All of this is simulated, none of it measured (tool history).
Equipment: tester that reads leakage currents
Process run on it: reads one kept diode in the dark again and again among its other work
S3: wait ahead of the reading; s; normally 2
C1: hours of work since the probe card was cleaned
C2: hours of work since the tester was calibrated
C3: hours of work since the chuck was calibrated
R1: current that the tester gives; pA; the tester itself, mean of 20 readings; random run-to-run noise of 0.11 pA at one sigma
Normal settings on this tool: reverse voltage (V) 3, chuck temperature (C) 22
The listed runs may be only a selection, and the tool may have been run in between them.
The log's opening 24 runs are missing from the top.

{"run": 25, "hour": 969.5, "reverse voltage (V)": 3.35, "chuck temperature (C)": 45, "S3": 6.75, "C1": 539, "C2": 539, "C3": 430, "R1": 249.48}
{"run": 26, "hour": 1013.8, "reverse voltage (V)": 3.35, "chuck temperature (C)": 45, "S3": 6.75, "C1": 560, "C2": 560, "C3": 452, "R1": 248.13}
{"run": 27, "hour": 1064.7, "reverse voltage (V)": 3.35, "chuck temperature (C)": 45, "S3": 6.75, "C1": 584, "C2": 584, "C3": 476, "R1": 248.98}
{"run": 28, "hour": 1101.2, "reverse voltage (V)": 3, "chuck temperature (C)": 22, "S3": 2.32, "C1": 602, "C2": 602, "C3": 494, "R1": 31.06}
{"run": 29, "hour": 1146.2, "reverse voltage (V)": 14.56, "chuck temperature (C)": 22, "S3": 2.32, "C1": 624, "C2": 624, "C3": 515, "R1": 70.72}
{"run": 30, "hour": 1176.9, "reverse voltage (V)": 14.56, "chuck temperature (C)": 22, "S3": 2.32, "C1": 638, "C2": 638, "C3": 530, "R1": 70.47}
{"run": 31, "hour": 1218.5, "reverse voltage (V)": 6.17, "chuck temperature (C)": 43, "S3": 1.51, "C1": 658, "C2": 658, "C3": 550, "R1": 266.51}
{"hour": 1232.4, "done": "chuck's temperature calibrated"}
{"run": 32, "hour": 1262.9, "reverse voltage (V)": 13.51, "chuck temperature (C)": 27, "S3": 2, "C1": 679, "C2": 679, "C3": 15, "R1": 116.35}
{"run": 33, "hour": 1310.7, "reverse voltage (V)": 10.79, "chuck temperature (C)": 48, "S3": 2.02, "C1": 702, "C2": 702, "C3": 38, "R1": 596.53}
{"run": 34, "hour": 1351.2, "reverse voltage (V)": 5.45, "chuck temperature (C)": 37, "S3": 0.56, "C1": 721, "C2": 721, "C3": 57, "R1": 177.31}
{"run": 35, "hour": 1400.1, "reverse voltage (V)": 10.42, "chuck temperature (C)": 22, "S3": 6.01, "C1": 745, "C2": 745, "C3": 81, "R1": 67.38}
{"run": 36, "hour": 1441.2, "reverse voltage (V)": 4.51, "chuck temperature (C)": 45, "S3": 7.29, "C1": 764, "C2": 764, "C3": 100, "R1": 314.59}
{"run": 37, "hour": 1492.6, "reverse voltage (V)": 4.51, "chuck temperature (C)": 45, "S3": 7.29, "C1": 789, "C2": 789, "C3": 125, "R1": 310.78}
{"run": 38, "hour": 1528.1, "reverse voltage (V)": 16.07, "chuck temperature (C)": 42, "S3": 4.81, "C1": 806, "C2": 806, "C3": 142, "R1": 420.99}
{"run": 39, "hour": 1562.1, "reverse voltage (V)": 2.01, "chuck temperature (C)": 25, "S3": 0.43, "C1": 823, "C2": 823, "C3": 158, "R1": 39.11}
{"run": 40, "hour": 1611.4, "reverse voltage (V)": 2.01, "chuck temperature (C)": 25, "S3": 8.92, "C1": 846, "C2": 846, "C3": 182, "R1": 37.32}

Consider 4 possible next runs. They are alternatives, not a sequence: every one starts from the tool as it was left by run 40. What does each give?
{"run": "A", "hour": 1646.4, "reverse voltage (V)": 1.82, "chuck temperature (C)": 32, "S3": 8.92, "C1": 863, "C2": 863, "C3": 199, "R1": "?"}
{"run": "B", "hour": 1646.4, "reverse voltage (V)": 5.13, "chuck temperature (C)": 22, "S3": 2, "C1": 863, "C2": 863, "C3": 199, "R1": "?"}
{"run": "C", "hour": 1646.4, "reverse voltage (V)": 16.33, "chuck temperature (C)": 22, "S3": 6.4, "C1": 863, "C2": 863, "C3": 199, "R1": "?"}
{"run": "D", "hour": 1646.4, "reverse voltage (V)": 6.79, "chuck temperature (C)": 47, "S3": 3.08, "C1": 863, "C2": 863, "C3": 199, "R1": "?"}

run=A R1=66.7
run=B R1=46.38
run=C R1=85.41
run=D R1=427.49
With the hidden condition removed and each run's random variation left untouched, the same runs would have given:
run=A R1=69.36
run=B R1=42.36
run=C R1=67.59
run=D R1=448.98

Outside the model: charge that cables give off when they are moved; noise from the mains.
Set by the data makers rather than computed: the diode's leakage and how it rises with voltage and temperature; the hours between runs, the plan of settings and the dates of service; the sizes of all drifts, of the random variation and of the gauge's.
